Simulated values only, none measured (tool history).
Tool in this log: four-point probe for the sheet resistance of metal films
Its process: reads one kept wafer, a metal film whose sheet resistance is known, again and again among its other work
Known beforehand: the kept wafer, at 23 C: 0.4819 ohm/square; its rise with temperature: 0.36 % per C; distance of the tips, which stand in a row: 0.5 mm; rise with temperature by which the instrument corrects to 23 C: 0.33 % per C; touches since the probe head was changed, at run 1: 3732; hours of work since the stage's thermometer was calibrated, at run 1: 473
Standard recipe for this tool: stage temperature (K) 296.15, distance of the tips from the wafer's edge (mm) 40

run	hour	stage temperature (K)	distance of the tips from the wafer's edge (mm)	touches since the probe head was changed	hours of work since the stage's thermometer was calibrated	sheet resistance as the instrument gives it (ohm/square)
1	0	296.15	40	3732	473	0.482484
2	16.8	296.15	40	4007	482	0.482333
3	31.3	296.15	40	4243	489	0.482295
4	40.3	296.15	40	4392	493	0.482381
5	52.7	296.15	40	4594	499	0.482311
6	66.8	296.15	40	4825	506	0.482105
7	75.4	296.15	5	4966	511	0.484843
8	84.9	292.15	5	5121	515	0.48417
9	94.1	306.15	5	5270	520	0.486118
10	114.6	306.15	5	5606	530	0.48628
# hour 116.1: stage's thermometer calibrated
11	129.4	296.15	6	5840	7	0.483859
12	147.4	296.15	5	6134	16	0.48485
13	158.2	299.15	66	6310	21	0.482448
14	174.6	308.15	47	6578	29	0.483842
# hour 189.1: stage's thermometer calibrated, once more
15	193.2	291.15	3	6874	2	0.488836
16	207.7	291.15	3	7111	9	0.488918
17	218.6	295.15	40	7289	15	0.482346
18	233.8	295.15	40	7538	22	0.482223
19	251.5	295.15	40	7827	31	0.482143

Run 20 is up next; what results do you expect?
20	268.3	295.15	6	8101	39	?

Run 20 came out at sheet resistance as the instrument gives it (ohm/square) 0.484105.
With the hidden condition absent and the run-to-run variation left alone, this run would have shown sheet resistance as the instrument gives it (ohm/square) 0.483604.
